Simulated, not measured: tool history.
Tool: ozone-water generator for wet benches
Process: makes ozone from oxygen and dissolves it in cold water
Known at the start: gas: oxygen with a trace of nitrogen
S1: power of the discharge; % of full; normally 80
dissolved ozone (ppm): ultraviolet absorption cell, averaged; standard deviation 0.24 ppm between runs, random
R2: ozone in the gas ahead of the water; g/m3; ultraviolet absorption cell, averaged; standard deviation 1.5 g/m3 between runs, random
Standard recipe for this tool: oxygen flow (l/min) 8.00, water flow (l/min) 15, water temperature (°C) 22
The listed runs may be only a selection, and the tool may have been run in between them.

{"run": 1, "hour": 0.0, "S1": 80, "oxygen flow (l/min)": 8.0, "water flow (l/min)": 15, "water temperature (°C)": 22, "dissolved ozone (ppm)": 37.7, "R2": 288.6}
{"run": 2, "hour": 50.6, "S1": 80, "oxygen flow (l/min)": 8.0, "water flow (l/min)": 13, "water temperature (°C)": 22, "dissolved ozone (ppm)": 40.8, "R2": 287.2}
{"run": 3, "hour": 164.6, "S1": 80, "oxygen flow (l/min)": 8.0, "water flow (l/min)": 13, "water temperature (°C)": 22, "dissolved ozone (ppm)": 41.1, "R2": 291.5}
{"run": 4, "hour": 274.9, "S1": 80, "oxygen flow (l/min)": 8.0, "water flow (l/min)": 13, "water temperature (°C)": 22, "dissolved ozone (ppm)": 41.1, "R2": 291.9}
{"run": 5, "hour": 388.1, "S1": 80, "oxygen flow (l/min)": 8.0, "water flow (l/min)": 13, "water temperature (°C)": 22, "dissolved ozone (ppm)": 41.2, "R2": 290.5}
{"run": 6, "hour": 469.9, "S1": 80, "oxygen flow (l/min)": 8.0, "water flow (l/min)": 13, "water temperature (°C)": 22, "dissolved ozone (ppm)": 40.5, "R2": 291.4}
{"run": 7, "hour": 527.8, "S1": 80, "oxygen flow (l/min)": 8.0, "water flow (l/min)": 21, "water temperature (°C)": 22, "dissolved ozone (ppm)": 28.6, "R2": 293.3}
{"run": 8, "hour": 643.7, "S1": 80, "oxygen flow (l/min)": 8.0, "water flow (l/min)": 21, "water temperature (°C)": 15, "dissolved ozone (ppm)": 32.6, "R2": 290.7}
{"run": 9, "hour": 749.2, "S1": 55, "oxygen flow (l/min)": 12.55, "water flow (l/min)": 21, "water temperature (°C)": 15, "dissolved ozone (ppm)": 25.7, "R2": 191.1}
{"run": 10, "hour": 809.7, "S1": 55, "oxygen flow (l/min)": 12.55, "water flow (l/min)": 23, "water temperature (°C)": 15, "dissolved ozone (ppm)": 23.8, "R2": 192.3}
{"run": 11, "hour": 899.4, "S1": 55, "oxygen flow (l/min)": 12.55, "water flow (l/min)": 23, "water temperature (°C)": 15, "dissolved ozone (ppm)": 23.7, "R2": 193.6}
{"run": 12, "hour": 994.1, "S1": 40, "oxygen flow (l/min)": 9.97, "water flow (l/min)": 12, "water temperature (°C)": 23, "dissolved ozone (ppm)": 25.1, "R2": 163.9}

What if the next run were any one of these 4? Each begins from the tool's condition after run 12:
{"run": "A", "hour": 1074.0, "S1": 86, "oxygen flow (l/min)": 9.97, "water flow (l/min)": 16, "water temperature (°C)": 29, "dissolved ozone (ppm)": "?", "R2": "?"}
{"run": "B", "hour": 1074.0, "S1": 40, "oxygen flow (l/min)": 9.97, "water flow (l/min)": 23, "water temperature (°C)": 23, "dissolved ozone (ppm)": "?", "R2": "?"}
{"run": "C", "hour": 1074.0, "S1": 80, "oxygen flow (l/min)": 8.5, "water flow (l/min)": 24, "water temperature (°C)": 18, "dissolved ozone (ppm)": "?", "R2": "?"}
{"run": "D", "hour": 1074.0, "S1": 40, "oxygen flow (l/min)": 7.17, "water flow (l/min)": 22, "water temperature (°C)": 19, "dissolved ozone (ppm)": "?", "R2": "?"}

run=A dissolved_ozone_(ppm)=32.0 R2=290.8
run=B dissolved_ozone_(ppm)=16.0 R2=165.1
run=C dissolved_ozone_(ppm)=27.5 R2=290.0
run=D dissolved_ozone_(ppm)=17.3 R2=182.4
With no hidden state in the tool, these same runs would have given:
run=A dissolved_ozone_(ppm)=32.0 R2=287.5
run=B dissolved_ozone_(ppm)=16.0 R2=163.1
run=C dissolved_ozone_(ppm)=27.5 R2=286.6
run=D dissolved_ozone_(ppm)=17.3 R2=180.2
